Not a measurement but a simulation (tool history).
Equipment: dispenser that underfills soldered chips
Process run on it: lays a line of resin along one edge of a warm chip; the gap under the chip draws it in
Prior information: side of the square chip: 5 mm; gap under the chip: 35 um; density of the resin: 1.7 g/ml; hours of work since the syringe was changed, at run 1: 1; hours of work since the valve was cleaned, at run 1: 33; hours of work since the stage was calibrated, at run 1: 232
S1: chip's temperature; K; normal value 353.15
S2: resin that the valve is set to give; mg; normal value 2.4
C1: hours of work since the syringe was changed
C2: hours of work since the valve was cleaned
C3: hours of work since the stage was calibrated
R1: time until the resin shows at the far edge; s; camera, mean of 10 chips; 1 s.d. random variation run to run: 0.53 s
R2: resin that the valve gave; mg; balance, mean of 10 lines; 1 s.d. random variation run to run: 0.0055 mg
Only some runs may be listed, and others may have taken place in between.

run     day      S1    S2  C1  C2   C3     R1     R2
  1       0  353.15   2.4   1  33  232   48.3  2.362
      0.342  -- new syringe of resin
  2   0.492  353.15   2.4   3  42  240   52.1  2.353
      0.721  -- new syringe of resin
  3   0.912  355.15   2.4   3  49  247   48.6  2.334
       1.05  -- dispensing valve cleaned and set on the balance
      1.146  -- new syringe of resin
  4   1.296  353.15   2.4   3   4  253     50  2.402
      1.508  -- new syringe of resin
      1.896  -- new syringe of resin
  5   1.954  353.15   2.4   1  15  264   47.7  2.382
      2.254  -- new syringe of resin
  6   2.442  353.15  2.88   3  24  273     52  2.845
      2.633  -- new syringe of resin
      2.996  -- new syringe of resin
  7   2.996  353.15   2.4   0  33  282   47.5  2.366
      3.396  -- new syringe of resin
  8   3.558  353.15  2.17   3  43  292   54.3  2.129
      3.758  -- new syringe of resin
  9   3.975  353.15  2.17   4  50  299   56.3  2.113
       4.05  -- dispensing valve cleaned and set on the balance
      4.175  -- new syringe of resin
 10   4.429  353.15  2.47   4   6  306   54.8   2.46
      4.562  -- new syringe of resin
      4.971  -- new syringe of resin
 11   5.046  353.15  2.43   1  17  316   47.9  2.406
      5.362  -- new syringe of resin
 12   5.483  353.15  2.43   2  24  324   49.3  2.387
      5.742  -- new syringe of resin
 13   5.825  363.15   2.4   1  30  330   32.1  2.367
      6.117  -- new syringe of resin
 14   6.442  363.15   2.4   6  41  340   38.6  2.346
      6.496  -- new syringe of resin
      6.867  -- new syringe of resin
      7.062  -- dispensing valve cleaned and set on the balance
 15   7.079  353.15  2.75   3   0  350   52.8  2.754
      7.292  -- new syringe of resin
      7.679  -- new syringe of resin
 16   7.708  353.15  2.75   1  11  361   48.4  2.729
      8.058  -- new syringe of resin
 17   8.208  365.15  2.47   3  20  370   31.2  2.432
      8.421  -- new syringe of resin
 18   8.504  366.15  2.07   1  25  375   28.6  2.051
      8.825  -- new syringe of resin
 19   9.021  366.15  2.07   3  33  384   31.9  2.031
      9.221  -- new syringe of resin
 20   9.529  351.15  2.07   5  42  392   67.8  2.015
      9.583  -- new syringe of resin
      9.967  -- new syringe of resin
     10.042  -- dispensing valve cleaned and set on the balance
 21  10.054  339.15  2.09   1   0  401   96.9  2.089
 22  10.333  339.15  2.09   6   5  405  120.7  2.078
     10.371  -- new syringe of resin
     10.754  -- new syringe of resin
 23  10.808  340.15  2.66   1  13  413   86.7  2.635
     11.117  -- new syringe of resin
 24  11.167  340.15  2.37   1  19  420   89.8   2.34
     11.496  -- new syringe of resin
 25  11.546  343.15  2.36   1  26  426   78.4  2.324
     11.879  -- new syringe of resin
 26  12.004  343.15  2.36   2  34  434   81.5  2.319
      12.25  -- new syringe of resin
 27   12.55  368.15  2.68   5  43  443   30.8  2.603
     12.646  -- new syringe of resin
     13.033  -- dispensing valve cleaned and set on the balance
     13.062  -- new syringe of resin
 28  13.062  368.15  2.64   0   0  451   24.6  2.649
     13.425  -- new syringe of resin
 29  13.538  368.15  2.64   2   8  459     27  2.634
       13.8  -- new syringe of resin
 30  14.017  351.15  2.86   4  17  468   61.8  2.843
     14.158  -- new syringe of resin
 31  14.471  351.15  2.86   5  24  475   66.6  2.828
     14.562  -- new syringe of resin
     14.933  -- new syringe of resin
 32  14.988  351.15  2.86   1  33  484   53.7  2.814

What if the next run were any one of these 5? Each begins from the tool's condition after run 32:
  A  15.262  353.15  2.06   6  38  489   ?   ?
  B  15.262  346.15  2.63   6  38  489   ?   ?
  C  15.262  343.15  2.29   6  38  489   ?   ?
  D  15.262  339.15  2.55   6  38  489   ?   ?
  E  15.262  363.15  2.86   6  38  489   ?   ?

run     R1     R2
  A   64.1  2.017
  B   84.2  2.578
  C  100.7  2.247
  D  118.1  2.496
  E     39  2.798
Had the tool no hidden state, the same runs would have come out as:
run    R1     R2
  A  44.5  2.058
  B  58.5  2.629
  C  69.7  2.292
  D  81.7  2.546
  E  27.4  2.854

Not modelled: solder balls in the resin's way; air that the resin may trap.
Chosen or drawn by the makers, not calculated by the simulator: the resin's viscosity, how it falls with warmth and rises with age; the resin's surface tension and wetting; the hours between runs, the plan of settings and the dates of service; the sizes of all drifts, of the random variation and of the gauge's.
